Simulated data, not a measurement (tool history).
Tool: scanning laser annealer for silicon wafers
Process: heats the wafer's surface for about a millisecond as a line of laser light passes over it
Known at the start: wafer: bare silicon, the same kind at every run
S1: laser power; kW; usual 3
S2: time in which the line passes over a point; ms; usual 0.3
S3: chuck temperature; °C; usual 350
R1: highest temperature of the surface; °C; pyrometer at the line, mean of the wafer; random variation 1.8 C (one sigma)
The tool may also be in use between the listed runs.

| run | day | S1 | S2 | S3 | R1 |
|---|---|---|---|---|---|
| 1 | 0 | 3 | 0.3 | 350 | 1038 |
| 2 | 0.612 | 3 | 0.3 | 350 | 1041 |
| 3 | 1.2 | 3 | 0.324 | 350 | 1069 |
| 4 | 2.175 | 3 | 0.324 | 350 | 1067 |
| 5 | 2.912 | 3 | 0.324 | 350 | 1067 |
| 6 | 3.867 | 3 | 0.3 | 350 | 1038 |
| 7 | 4.912 | 3.066 | 0.3 | 350 | 1054 |
| 8 | 5.975 | 3 | 0.3 | 350 | 1037 |
| 9 | 6.562 | 3 | 0.3 | 350 | 1034 |
| 10 | 7.375 | 3.259 | 0.3 | 350 | 1105 |
| 11 | 8.179 | 3 | 0.279 | 350 | 1011 |
| 12 | 9.333 | 3.271 | 0.279 | 350 | 1080 |
| 13 | 10.083 | 3 | 0.3 | 350 | 1033 |
| 14 | 10.942 | 2.594 | 0.3 | 350 | 925 |
| 15 | 11.938 | 3 | 0.3 | 350 | 1028 |
| 16 | 12.933 | 3 | 0.284 | 350 | 1006 |
| 17 | 13.975 | 3 | 0.284 | 350 | 1008 |
| 18 | 15 | 3 | 0.284 | 350 | 1006 |
| 19 | 15.571 | 3 | 0.284 | 350 | 1003 |
|  | 16.446 | window over the wafer cleaned |
| 20 | 16.725 | 3 | 0.284 | 350 | 1036 |
| 21 | 17.258 | 2.597 | 0.284 | 323 | 898 |
| 22 | 18.238 | 2.662 | 0.215 | 350 | 862 |

Run 23 comes next. What will it give?
| 23 | 18.879 | 2.662 | 0.215 | 350 | ? |

R1: 860 °C
Without the tool's hidden state the same run would have given R1 867 °C.

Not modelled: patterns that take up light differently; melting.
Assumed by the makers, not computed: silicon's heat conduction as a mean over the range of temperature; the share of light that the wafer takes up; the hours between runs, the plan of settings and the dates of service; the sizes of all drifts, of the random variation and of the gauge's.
